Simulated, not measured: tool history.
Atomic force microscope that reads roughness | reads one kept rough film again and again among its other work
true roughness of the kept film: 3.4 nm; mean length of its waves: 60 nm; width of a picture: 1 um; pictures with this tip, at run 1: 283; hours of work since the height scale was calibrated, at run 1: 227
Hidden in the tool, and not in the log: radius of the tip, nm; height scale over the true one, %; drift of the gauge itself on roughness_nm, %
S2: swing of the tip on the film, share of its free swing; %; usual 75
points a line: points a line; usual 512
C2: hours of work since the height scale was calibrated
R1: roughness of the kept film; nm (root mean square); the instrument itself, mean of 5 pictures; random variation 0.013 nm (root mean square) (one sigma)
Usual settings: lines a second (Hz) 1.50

run 1 hour=0.0 | lines_a_second_(Hz)=1.50 S2=75 points_a_line=512 | pictures_with_this_tip=283 C2=227 | R1=3.042
run 2 hour=14.7 | lines_a_second_(Hz)=1.50 S2=68 points_a_line=512 | pictures_with_this_tip=314 C2=236 | R1=3.082
-- hour=24.4 new tip fitted
run 3 hour=31.7 | lines_a_second_(Hz)=1.76 S2=68 points_a_line=512 | pictures_with_this_tip=16 C2=246 | R1=3.159
run 4 hour=48.9 | lines_a_second_(Hz)=1.50 S2=75 points_a_line=512 | pictures_with_this_tip=52 C2=257 | R1=3.132
run 5 hour=66.6 | lines_a_second_(Hz)=0.58 S2=75 points_a_line=512 | pictures_with_this_tip=90 C2=269 | R1=3.214
run 6 hour=82.4 | lines_a_second_(Hz)=0.58 S2=75 points_a_line=512 | pictures_with_this_tip=124 C2=279 | R1=3.210
run 7 hour=95.3 | lines_a_second_(Hz)=1.50 S2=75 points_a_line=512 | pictures_with_this_tip=152 C2=287 | R1=3.080
run 8 hour=103.7 | lines_a_second_(Hz)=1.50 S2=89 points_a_line=512 | pictures_with_this_tip=170 C2=292 | R1=2.880
run 9 hour=112.0 | lines_a_second_(Hz)=1.49 S2=75 points_a_line=512 | pictures_with_this_tip=188 C2=297 | R1=3.065
run 10 hour=123.7 | lines_a_second_(Hz)=1.50 S2=75 points_a_line=512 | pictures_with_this_tip=213 C2=305 | R1=3.039
run 11 hour=135.8 | lines_a_second_(Hz)=1.50 S2=85 points_a_line=512 | pictures_with_this_tip=239 C2=313 | R1=2.922
run 12 hour=148.3 | lines_a_second_(Hz)=1.50 S2=85 points_a_line=723 | pictures_with_this_tip=265 C2=320 | R1=2.896
run 13 hour=167.4 | lines_a_second_(Hz)=1.50 S2=85 points_a_line=723 | pictures_with_this_tip=306 C2=333 | R1=2.873
run 14 hour=178.4 | lines_a_second_(Hz)=1.50 S2=85 points_a_line=723 | pictures_with_this_tip=330 C2=340 | R1=2.873
-- hour=179.9 new tip fitted
run 15 hour=196.3 | lines_a_second_(Hz)=1.50 S2=85 points_a_line=723 | pictures_with_this_tip=35 C2=351 | R1=2.981
run 16 hour=210.4 | lines_a_second_(Hz)=1.50 S2=85 points_a_line=723 | pictures_with_this_tip=65 C2=360 | R1=2.985
run 17 hour=219.9 | lines_a_second_(Hz)=1.50 S2=85 points_a_line=723 | pictures_with_this_tip=85 C2=366 | R1=2.987
run 18 hour=235.1 | lines_a_second_(Hz)=1.50 S2=85 points_a_line=723 | pictures_with_this_tip=118 C2=375 | R1=2.996
run 19 hour=243.1 | lines_a_second_(Hz)=1.50 S2=85 points_a_line=723 | pictures_with_this_tip=135 C2=380 | R1=2.962
run 20 hour=258.7 | lines_a_second_(Hz)=1.50 S2=75 points_a_line=512 | pictures_with_this_tip=168 C2=390 | R1=3.087
run 21 hour=274.5 | lines_a_second_(Hz)=1.50 S2=75 points_a_line=512 | pictures_with_this_tip=202 C2=400 | R1=3.069
run 22 hour=293.0 | lines_a_second_(Hz)=1.50 S2=67 points_a_line=512 | pictures_with_this_tip=242 C2=412 | R1=3.106
run 23 hour=309.8 | lines_a_second_(Hz)=0.54 S2=75 points_a_line=512 | pictures_with_this_tip=278 C2=423 | R1=3.186
run 24 hour=323.4 | lines_a_second_(Hz)=0.54 S2=75 points_a_line=512 | pictures_with_this_tip=307 C2=431 | R1=3.151
run 25 hour=332.9 | lines_a_second_(Hz)=3.52 S2=75 points_a_line=512 | pictures_with_this_tip=327 C2=437 | R1=2.788
-- hour=336.4 new tip fitted
run 26 hour=348.3 | lines_a_second_(Hz)=3.52 S2=75 points_a_line=727 | pictures_with_this_tip=26 C2=447 | R1=2.867
run 27 hour=367.1 | lines_a_second_(Hz)=3.52 S2=75 points_a_line=727 | pictures_with_this_tip=66 C2=459 | R1=2.876
run 28 hour=381.5 | lines_a_second_(Hz)=3.21 S2=75 points_a_line=357 | pictures_with_this_tip=97 C2=468 | R1=2.900
run 29 hour=398.2 | lines_a_second_(Hz)=3.63 S2=58 points_a_line=520 | pictures_with_this_tip=133 C2=479 | R1=3.129
run 30 hour=416.9 | lines_a_second_(Hz)=0.65 S2=87 points_a_line=875 | pictures_with_this_tip=173 C2=490 | R1=3.132
run 31 hour=435.8 | lines_a_second_(Hz)=1.50 S2=75 points_a_line=857 | pictures_with_this_tip=213 C2=502 | R1=3.081
run 32 hour=447.0 | lines_a_second_(Hz)=1.50 S2=75 points_a_line=857 | pictures_with_this_tip=237 C2=510 | R1=3.074
run 33 hour=459.4 | lines_a_second_(Hz)=1.50 S2=68 points_a_line=889 | pictures_with_this_tip=264 C2=517 | R1=3.120
run 34 hour=467.4 | lines_a_second_(Hz)=1.86 S2=60 points_a_line=784 | pictures_with_this_tip=281 C2=522 | R1=3.150
run 35 hour=475.4 | lines_a_second_(Hz)=1.50 S2=75 points_a_line=451 | pictures_with_this_tip=298 C2=528 | R1=3.049
run 36 hour=486.7 | lines_a_second_(Hz)=1.50 S2=75 points_a_line=429 | pictures_with_this_tip=322 C2=535 | R1=3.013
-- hour=491.2 new tip fitted
run 37 hour=498.2 | lines_a_second_(Hz)=3.70 S2=75 points_a_line=552 | pictures_with_this_tip=15 C2=542 | R1=2.874
run 38 hour=510.2 | lines_a_second_(Hz)=3.70 S2=67 points_a_line=552 | pictures_with_this_tip=40 C2=549 | R1=3.031
run 39 hour=519.8 | lines_a_second_(Hz)=2.86 S2=67 points_a_line=259 | pictures_with_this_tip=61 C2=555 | R1=3.060
run 40 hour=531.8 | lines_a_second_(Hz)=2.86 S2=67 points_a_line=259 | pictures_with_this_tip=86 C2=563 | R1=3.078
run 41 hour=544.6 | lines_a_second_(Hz)=2.86 S2=67 points_a_line=259 | pictures_with_this_tip=114 C2=571 | R1=3.075
run 42 hour=559.0 | lines_a_second_(Hz)=0.73 S2=87 points_a_line=598 | pictures_with_this_tip=145 C2=580 | R1=3.148
run 43 hour=569.5 | lines_a_second_(Hz)=3.00 S2=75 points_a_line=512 | pictures_with_this_tip=167 C2=587 | R1=2.910
run 44 hour=584.8 | lines_a_second_(Hz)=1.50 S2=75 points_a_line=699 | pictures_with_this_tip=200 C2=597 | R1=3.078
run 45 hour=597.1 | lines_a_second_(Hz)=1.50 S2=75 points_a_line=547 | pictures_with_this_tip=226 C2=605 | R1=3.052
run 46 hour=615.5 | lines_a_second_(Hz)=1.50 S2=75 points_a_line=547 | pictures_with_this_tip=266 C2=616 | R1=3.060
run 47 hour=629.5 | lines_a_second_(Hz)=1.50 S2=75 points_a_line=547 | pictures_with_this_tip=296 C2=625 | R1=3.048
run 48 hour=640.7 | lines_a_second_(Hz)=2.44 S2=61 points_a_line=732 | pictures_with_this_tip=319 C2=632 | R1=3.106
-- hour=647.0 new tip fitted
run 49 hour=658.0 | lines_a_second_(Hz)=3.22 S2=66 points_a_line=638 | pictures_with_this_tip=23 C2=643 | R1=3.122
run 50 hour=670.7 | lines_a_second_(Hz)=3.22 S2=66 points_a_line=638 | pictures_with_this_tip=51 C2=651 | R1=3.077
run 51 hour=678.9 | lines_a_second_(Hz)=3.22 S2=65 points_a_line=638 | pictures_with_this_tip=68 C2=656 | R1=3.099
run 52 hour=690.3 | lines_a_second_(Hz)=3.32 S2=68 points_a_line=808 | pictures_with_this_tip=93 C2=663 | R1=3.023
run 53 hour=702.8 | lines_a_second_(Hz)=3.32 S2=68 points_a_line=808 | pictures_with_this_tip=119 C2=671 | R1=3.011
run 54 hour=717.8 | lines_a_second_(Hz)=1.50 S2=56 points_a_line=420 | pictures_with_this_tip=151 C2=681 | R1=3.240

3 ways to go on from here, each from the tool as it stands after run 54. What would each give?
run A hour=732.8 | lines_a_second_(Hz)=1.05 S2=81 points_a_line=403 | pictures_with_this_tip=183 C2=690 | R1=?
run B hour=732.8 | lines_a_second_(Hz)=3.85 S2=69 points_a_line=282 | pictures_with_this_tip=183 C2=690 | R1=?
run C hour=732.8 | lines_a_second_(Hz)=1.50 S2=56 points_a_line=887 | pictures_with_this_tip=183 C2=690 | R1=?

run=A R1=3.111
run=B R1=2.910
run=C R1=3.235
Without the tool's hidden state the same runs would have given:
run=A R1=3.134
run=B R1=2.931
run=C R1=3.259

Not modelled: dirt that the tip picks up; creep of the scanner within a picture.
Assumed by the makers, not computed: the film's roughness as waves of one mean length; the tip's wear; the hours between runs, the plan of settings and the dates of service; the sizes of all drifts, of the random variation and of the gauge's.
